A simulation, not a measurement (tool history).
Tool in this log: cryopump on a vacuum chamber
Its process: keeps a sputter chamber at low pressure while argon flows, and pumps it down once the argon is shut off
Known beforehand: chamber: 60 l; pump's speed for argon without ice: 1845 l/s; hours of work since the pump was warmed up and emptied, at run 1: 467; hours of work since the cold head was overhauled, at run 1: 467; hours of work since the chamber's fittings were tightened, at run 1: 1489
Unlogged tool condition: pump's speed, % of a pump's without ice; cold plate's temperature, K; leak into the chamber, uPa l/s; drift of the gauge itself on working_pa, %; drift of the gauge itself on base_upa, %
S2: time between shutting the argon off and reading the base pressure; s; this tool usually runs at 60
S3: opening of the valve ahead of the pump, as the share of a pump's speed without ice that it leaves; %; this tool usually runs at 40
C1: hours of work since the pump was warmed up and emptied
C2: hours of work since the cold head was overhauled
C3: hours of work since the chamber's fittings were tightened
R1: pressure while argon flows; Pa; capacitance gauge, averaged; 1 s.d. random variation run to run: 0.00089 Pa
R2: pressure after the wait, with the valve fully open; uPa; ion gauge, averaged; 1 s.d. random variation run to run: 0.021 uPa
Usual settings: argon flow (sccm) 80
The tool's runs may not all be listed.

run 1 hour=0 | argon_flow_(sccm)=80 S2=60 S3=40 | C1=467 C2=467 C3=1489 | R1=0.208 R2=1.16
run 2 hour=30.6 | argon_flow_(sccm)=80 S2=60 S3=40 | C1=480 C2=480 C3=1502 | R1=0.2068 R2=1.22
run 3 hour=57.6 | argon_flow_(sccm)=37 S2=60 S3=40 | C1=492 C2=492 C3=1513 | R1=0.0965 R2=1.19
run 4 hour=94.6 | argon_flow_(sccm)=37 S2=60 S3=40 | C1=507 C2=507 C3=1529 | R1=0.0973 R2=1.25
run 5 hour=113.5 | argon_flow_(sccm)=80 S2=147 S3=40 | C1=515 C2=515 C3=1537 | R1=0.209 R2=1.05
run 6 hour=136.6 | argon_flow_(sccm)=80 S2=147 S3=40 | C1=525 C2=525 C3=1546 | R1=0.2105 R2=1.06
-- hour=148.7 pump warmed up, emptied and cooled again
run 7 hour=170.5 | argon_flow_(sccm)=80 S2=60 S3=54 | C1=9 C2=537 C3=1558 | R1=0.1378 R2=0.95
run 8 hour=204.3 | argon_flow_(sccm)=80 S2=76 S3=40 | C1=23 C2=551 C3=1572 | R1=0.1845 R2=0.95
run 9 hour=230.7 | argon_flow_(sccm)=80 S2=60 S3=34 | C1=34 C2=562 C3=1584 | R1=0.2148 R2=1.03
run 10 hour=260.1 | argon_flow_(sccm)=80 S2=60 S3=34 | C1=47 C2=574 C3=1596 | R1=0.2172 R2=1
run 11 hour=286.8 | argon_flow_(sccm)=80 S2=60 S3=44 | C1=58 C2=586 C3=1607 | R1=0.1684 R2=1.01
run 12 hour=324.9 | argon_flow_(sccm)=80 S2=60 S3=44 | C1=74 C2=602 C3=1623 | R1=0.1687 R2=1.03
run 13 hour=359.3 | argon_flow_(sccm)=80 S2=60 S3=44 | C1=88 C2=616 C3=1637 | R1=0.1702 R2=1.03
run 14 hour=396.7 | argon_flow_(sccm)=80 S2=60 S3=44 | C1=104 C2=632 C3=1653 | R1=0.1697 R2=1.03
run 15 hour=425.9 | argon_flow_(sccm)=80 S2=60 S3=44 | C1=116 C2=644 C3=1665 | R1=0.1713 R2=1.07
run 16 hour=457.9 | argon_flow_(sccm)=80 S2=60 S3=44 | C1=130 C2=657 C3=1679 | R1=0.1718 R2=1.08
-- hour=490.8 leaking fittings of the chamber tightened, without venting
run 17 hour=490.8 | argon_flow_(sccm)=80 S2=60 S3=44 | C1=143 C2=670 C3=0 | R1=0.1727 R2=0.49
run 18 hour=512.6 | argon_flow_(sccm)=67 S2=89 S3=19 | C1=152 C2=679 C3=9 | R1=0.3281 R2=0.42
run 19 hour=532.4 | argon_flow_(sccm)=67 S2=89 S3=19 | C1=160 C2=688 C3=17 | R1=0.3269 R2=0.37
run 20 hour=566.3 | argon_flow_(sccm)=97 S2=22 S3=22 | C1=174 C2=702 C3=32 | R1=0.4135 R2=1
run 21 hour=600.7 | argon_flow_(sccm)=77 S2=49 S3=34 | C1=189 C2=716 C3=46 | R1=0.2157 R2=0.57
run 22 hour=623 | argon_flow_(sccm)=77 S2=49 S3=34 | C1=198 C2=726 C3=55 | R1=0.2141 R2=0.57
run 23 hour=663.5 | argon_flow_(sccm)=77 S2=49 S3=34 | C1=215 C2=743 C3=72 | R1=0.2159 R2=0.53
run 24 hour=695.9 | argon_flow_(sccm)=139 S2=190 S3=39 | C1=228 C2=756 C3=86 | R1=0.341 R2=0.31
run 25 hour=737 | argon_flow_(sccm)=51 S2=32 S3=22 | C1=246 C2=773 C3=103 | R1=0.2206 R2=0.73
run 26 hour=769.1 | argon_flow_(sccm)=33 S2=112 S3=47 | C1=259 C2=787 C3=117 | R1=0.0676 R2=0.38
run 27 hour=806.7 | argon_flow_(sccm)=33 S2=170 S3=41 | C1=275 C2=803 C3=132 | R1=0.0779 R2=0.37
run 28 hour=842.5 | argon_flow_(sccm)=33 S2=170 S3=41 | C1=290 C2=818 C3=147 | R1=0.0797 R2=0.35
run 29 hour=871.2 | argon_flow_(sccm)=33 S2=170 S3=41 | C1=302 C2=830 C3=159 | R1=0.08 R2=0.31
run 30 hour=905.6 | argon_flow_(sccm)=33 S2=188 S3=41 | C1=316 C2=844 C3=174 | R1=0.0789 R2=0.38
run 31 hour=937.5 | argon_flow_(sccm)=33 S2=188 S3=24 | C1=330 C2=857 C3=187 | R1=0.1311 R2=0.35
run 32 hour=977.9 | argon_flow_(sccm)=74 S2=146 S3=52 | C1=347 C2=874 C3=204 | R1=0.1445 R2=0.38
run 33 hour=1004.6 | argon_flow_(sccm)=80 S2=52 S3=40 | C1=358 C2=886 C3=215 | R1=0.198 R2=0.59

Some steps in R1 between neighbouring runs. How much of each would the tool show without its hidden state too (settings, what came in, random variation), and how much is left for the hidden state, with any gauge scatter that isn't in both results?
Run 2 -> 3: argon flow (sccm) 80 -> 37. R1 -0.1103 Pa: hidden state -0.0125, all else -0.0978.
Run 4 -> 5: argon flow (sccm) 37 -> 80, S2 60 -> 147. R1 +0.1117 Pa: hidden state +0.0144, all else +0.0973.
Run 6 -> 7: S2 147 -> 60, S3 40 -> 54, pump warmed up, emptied and cooled again. R1 -0.0727 Pa: hidden state -0.0263, all else -0.0464.
Run 17 -> 18: argon flow (sccm) 80 -> 67, S2 60 -> 89, S3 44 -> 19. R1 +0.1554 Pa: hidden state -0.0006, all else +0.156.
Run 20 -> 21: argon flow (sccm) 97 -> 77, S2 22 -> 49, S3 22 -> 34. R1 -0.1978 Pa: hidden state -0.0013, all else -0.1965.
Run 25 -> 26: argon flow (sccm) 51 -> 33, S2 32 -> 112, S3 22 -> 47. R1 -0.153 Pa: hidden state -0.0022, all else -0.1508.
